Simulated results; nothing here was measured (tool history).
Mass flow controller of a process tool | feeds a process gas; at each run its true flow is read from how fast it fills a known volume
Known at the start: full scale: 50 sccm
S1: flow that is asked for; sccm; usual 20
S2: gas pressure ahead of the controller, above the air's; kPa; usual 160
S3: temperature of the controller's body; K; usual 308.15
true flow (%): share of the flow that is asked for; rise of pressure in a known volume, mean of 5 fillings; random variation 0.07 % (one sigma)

run 1 hour=0 | S1=20 S2=160 S3=308.15 | true_flow_(%)=98.02
run 2 hour=81 | S1=20 S2=160 S3=308.15 | true_flow_(%)=97.8
run 3 hour=132.8 | S1=20 S2=160 S3=308.15 | true_flow_(%)=97.97
run 4 hour=220.9 | S1=20 S2=160 S3=308.15 | true_flow_(%)=97.97
run 5 hour=288.5 | S1=20 S2=160 S3=308.15 | true_flow_(%)=97.77
run 6 hour=345.2 | S1=20 S2=160 S3=308.15 | true_flow_(%)=97.91
run 7 hour=407.3 | S1=20 S2=160 S3=298.15 | true_flow_(%)=98.07
run 8 hour=458.2 | S1=20 S2=160 S3=308.15 | true_flow_(%)=97.75
run 9 hour=506.2 | S1=20 S2=160 S3=308.15 | true_flow_(%)=97.72
run 10 hour=572.5 | S1=20 S2=213 S3=308.15 | true_flow_(%)=97.53
run 11 hour=635.1 | S1=20 S2=213 S3=308.15 | true_flow_(%)=97.49
run 12 hour=673.4 | S1=20 S2=160 S3=308.15 | true_flow_(%)=97.6
run 13 hour=722.2 | S1=20 S2=160 S3=308.15 | true_flow_(%)=97.63
run 14 hour=767.1 | S1=20 S2=160 S3=308.15 | true_flow_(%)=97.61
run 15 hour=855 | S1=20 S2=160 S3=308.15 | true_flow_(%)=97.62
run 16 hour=939.3 | S1=20 S2=160 S3=308.15 | true_flow_(%)=97.42
run 17 hour=1028.9 | S1=20 S2=160 S3=308.15 | true_flow_(%)=97.3
run 18 hour=1108.3 | S1=20 S2=160 S3=308.15 | true_flow_(%)=97.4
run 19 hour=1202.2 | S1=20 S2=160 S3=308.15 | true_flow_(%)=97.32
run 20 hour=1254.6 | S1=20 S2=160 S3=300.15 | true_flow_(%)=97.71
run 21 hour=1293.4 | S1=20 S2=160 S3=300.15 | true_flow_(%)=97.61
run 22 hour=1344.1 | S1=20 S2=160 S3=300.15 | true_flow_(%)=97.69
run 23 hour=1383.6 | S1=29 S2=154 S3=296.15 | true_flow_(%)=98.14
run 24 hour=1475.1 | S1=29 S2=154 S3=296.15 | true_flow_(%)=98.18
run 25 hour=1515.6 | S1=21 S2=198 S3=308.15 | true_flow_(%)=97.1
-- hour=1571.3 gauge calibrated
run 26 hour=1574 | S1=8 S2=198 S3=309.15 | true_flow_(%)=97.2
run 27 hour=1626.9 | S1=8 S2=198 S3=309.15 | true_flow_(%)=97.2
run 28 hour=1700.2 | S1=8 S2=198 S3=309.15 | true_flow_(%)=97.13
run 29 hour=1781.8 | S1=34 S2=160 S3=308.15 | true_flow_(%)=98.68
run 30 hour=1853.6 | S1=20 S2=146 S3=294.15 | true_flow_(%)=98.34
run 31 hour=1926.4 | S1=45 S2=160 S3=302.15 | true_flow_(%)=99.32
run 32 hour=2001.4 | S1=43 S2=160 S3=305.15 | true_flow_(%)=99.25
run 33 hour=2095.4 | S1=43 S2=160 S3=305.15 | true_flow_(%)=99.19
run 34 hour=2143.7 | S1=23 S2=210 S3=305.15 | true_flow_(%)=97.84
run 35 hour=2189.4 | S1=8 S2=143 S3=305.15 | true_flow_(%)=97.11
run 36 hour=2228.5 | S1=8 S2=143 S3=305.15 | true_flow_(%)=97
run 37 hour=2290.1 | S1=8 S2=143 S3=305.15 | true_flow_(%)=97.12
run 38 hour=2349.2 | S1=22 S2=149 S3=296.15 | true_flow_(%)=98.06
run 39 hour=2436.6 | S1=34 S2=267 S3=299.15 | true_flow_(%)=98.61
run 40 hour=2512.1 | S1=34 S2=267 S3=299.15 | true_flow_(%)=98.4

4 ways to go on from here, each from the tool as it stands after run 40. What would each give?
run A hour=2555.2 | S1=30 S2=202 S3=294.15 | true_flow_(%)=?
run B hour=2555.2 | S1=15 S2=154 S3=301.15 | true_flow_(%)=?
run C hour=2555.2 | S1=6 S2=214 S3=293.15 | true_flow_(%)=?
run D hour=2555.2 | S1=20 S2=160 S3=299.15 | true_flow_(%)=?

run=A true_flow_(%)=98.56
run=B true_flow_(%)=97.27
run=C true_flow_(%)=97.14
run=D true_flow_(%)=97.8
Without the tool's hidden state the same runs would have given:
run=A true_flow_(%)=99.1
run=B true_flow_(%)=97.81
run=C true_flow_(%)=97.69
run=D true_flow_(%)=98.34

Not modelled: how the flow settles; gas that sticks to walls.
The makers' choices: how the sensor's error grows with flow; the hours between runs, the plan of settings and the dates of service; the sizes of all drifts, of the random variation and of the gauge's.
